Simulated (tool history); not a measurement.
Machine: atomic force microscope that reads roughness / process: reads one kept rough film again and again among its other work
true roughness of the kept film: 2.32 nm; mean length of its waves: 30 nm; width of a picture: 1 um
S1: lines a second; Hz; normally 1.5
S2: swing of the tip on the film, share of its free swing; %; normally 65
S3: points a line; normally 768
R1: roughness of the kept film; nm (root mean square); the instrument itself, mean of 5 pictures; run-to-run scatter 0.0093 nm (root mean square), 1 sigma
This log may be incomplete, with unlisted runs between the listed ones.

run 1 day=0 | S1=1.5 S2=65 S3=768 | R1=1.875
run 2 day=1.2 | S1=1.5 S2=65 S3=768 | R1=1.812
-- day=1.454 new tip fitted
run 3 day=2.25 | S1=1.5 S2=65 S3=768 | R1=2.025
run 4 day=3.175 | S1=1.5 S2=65 S3=768 | R1=1.962
run 5 day=4.892 | S1=1.5 S2=65 S3=383 | R1=1.863
-- day=5.858 new tip fitted
run 6 day=6.462 | S1=1.5 S2=57 S3=768 | R1=2.063
run 7 day=7.6 | S1=1.5 S2=65 S3=768 | R1=1.969
run 8 day=8.696 | S1=1.5 S2=65 S3=768 | R1=1.896
run 9 day=10.092 | S1=1.5 S2=64 S3=768 | R1=1.836
-- day=10.288 new tip fitted
run 10 day=11.1 | S1=1.5 S2=64 S3=768 | R1=2.031
run 11 day=12.067 | S1=1.5 S2=64 S3=768 | R1=1.938
run 12 day=13.129 | S1=1.5 S2=64 S3=768 | R1=1.905
run 13 day=14.396 | S1=1.5 S2=64 S3=768 | R1=1.82
-- day=14.583 new tip fitted
run 14 day=16.15 | S1=1.5 S2=65 S3=768 | R1=1.962
run 15 day=17.075 | S1=1.5 S2=65 S3=768 | R1=1.914
run 16 day=18.829 | S1=0.71 S2=65 S3=768 | R1=1.854
-- day=18.992 new tip fitted
run 17 day=20.379 | S1=1.5 S2=65 S3=956 | R1=1.974
run 18 day=22.271 | S1=1.5 S2=65 S3=956 | R1=1.875
run 19 day=23.121 | S1=1.5 S2=65 S3=768 | R1=1.817
-- day=23.404 new tip fitted
run 20 day=24.333 | S1=1.5 S2=65 S3=768 | R1=2.005
run 21 day=25.567 | S1=1.5 S2=65 S3=768 | R1=1.93
run 22 day=27.417 | S1=1.5 S2=65 S3=768 | R1=1.814
-- day=27.775 new tip fitted
run 23 day=29.379 | S1=1.5 S2=65 S3=768 | R1=1.945
run 24 day=30.821 | S1=1.42 S2=65 S3=768 | R1=1.888
-- day=32.158 new tip fitted
run 25 day=32.717 | S1=1.42 S2=65 S3=768 | R1=2.051
run 26 day=34.146 | S1=1.42 S2=65 S3=768 | R1=1.954
run 27 day=34.954 | S1=1.5 S2=65 S3=768 | R1=1.896
-- day=36.592 new tip fitted
run 28 day=36.942 | S1=1.5 S2=65 S3=768 | R1=2.053
run 29 day=38.258 | S1=1.29 S2=80 S3=834 | R1=1.912
run 30 day=40.133 | S1=1.5 S2=74 S3=768 | R1=1.824
-- day=41.025 new tip fitted
run 31 day=41.658 | S1=2.87 S2=65 S3=665 | R1=1.975
run 32 day=43.496 | S1=1.58 S2=65 S3=338 | R1=1.907
-- day=45.333 new tip fitted
run 33 day=45.488 | S1=3.06 S2=70 S3=528 | R1=1.955
run 34 day=47.367 | S1=1.23 S2=83 S3=767 | R1=1.872
run 35 day=48.767 | S1=3.77 S2=83 S3=767 | R1=1.59
-- day=48.892 height scale calibrated on a step standard
-- day=49.75 new tip fitted
run 36 day=50.7 | S1=2 S2=76 S3=672 | R1=1.93
run 37 day=51.592 | S1=2 S2=76 S3=672 | R1=1.885
run 38 day=53.117 | S1=0.52 S2=65 S3=768 | R1=1.92
-- day=53.429 height scale calibrated on a step standard, once more
-- day=54.104 new tip fitted
run 39 day=54.292 | S1=0.52 S2=65 S3=768 | R1=2.127
run 40 day=55.592 | S1=2.75 S2=61 S3=768 | R1=1.94
run 41 day=56.8 | S1=2.75 S2=61 S3=768 | R1=1.867
run 42 day=57.688 | S1=2.84 S2=74 S3=1023 | R1=1.752
-- day=58.492 new tip fitted
run 43 day=59.35 | S1=2.84 S2=74 S3=1023 | R1=1.914
run 44 day=60.192 | S1=2.84 S2=74 S3=1023 | R1=1.857
run 45 day=61.296 | S1=2.89 S2=74 S3=1023 | R1=1.78
run 46 day=62.142 | S1=2.89 S2=71 S3=482 | R1=1.77
-- day=62.896 new tip fitted
run 47 day=63.054 | S1=2.89 S2=79 S3=482 | R1=1.874
run 48 day=64.783 | S1=3.53 S2=84 S3=812 | R1=1.674
run 49 day=66.45 | S1=3.53 S2=84 S3=812 | R1=1.584
-- day=67.183 new tip fitted
run 50 day=67.521 | S1=0.61 S2=68 S3=760 | R1=2.105
run 51 day=69.425 | S1=0.61 S2=68 S3=760 | R1=1.976
run 52 day=70.279 | S1=1.5 S2=74 S3=406 | R1=1.846
-- day=71.604 new tip fitted
run 53 day=71.633 | S1=1.5 S2=60 S3=533 | R1=2.083

Measured less the same run without the tool's hidden state. The same run-to-run variation is in both; the gauge's scatter may not be:
Hidden conditions of the tool in this case: radius of the tip, nm; height scale over the true one, %; drift of the gauge itself on roughness_nm, %.
run=1 R1=-0.216
run=2 R1=-0.289
run=3 R1=-0.073
run=4 R1=-0.13
run=5 R1=-0.232
run=6 R1=-0.058
run=7 R1=-0.118
run=8 R1=-0.185
run=9 R1=-0.266
run=10 R1=-0.076
run=11 R1=-0.144
run=12 R1=-0.199
run=13 R1=-0.274
run=14 R1=-0.118
run=15 R1=-0.178
run=16 R1=-0.281
run=17 R1=-0.11
run=18 R1=-0.219
run=19 R1=-0.272
run=20 R1=-0.09
run=21 R1=-0.171
run=22 R1=-0.277
run=23 R1=-0.127
run=24 R1=-0.216
run=25 R1=-0.058
run=26 R1=-0.14
run=27 R1=-0.184
run=28 R1=-0.044
run=29 R1=-0.132
run=30 R1=-0.236
run=31 R1=-0.06
run=32 R1=-0.174
run=33 R1=-0.028
run=34 R1=-0.143
run=35 R1=-0.194
run=36 R1=-0.078
run=37 R1=-0.128
run=38 R1=-0.231
run=39 R1=-0.024
run=40 R1=-0.105
run=41 R1=-0.178
run=42 R1=-0.221
run=43 R1=-0.052
run=44 R1=-0.105
run=45 R1=-0.169
run=46 R1=-0.218
run=47 R1=-0.028
run=48 R1=-0.117
run=49 R1=-0.204
run=50 R1=-0.025
run=51 R1=-0.155
run=52 R1=-0.199
run=53 R1=-0.014
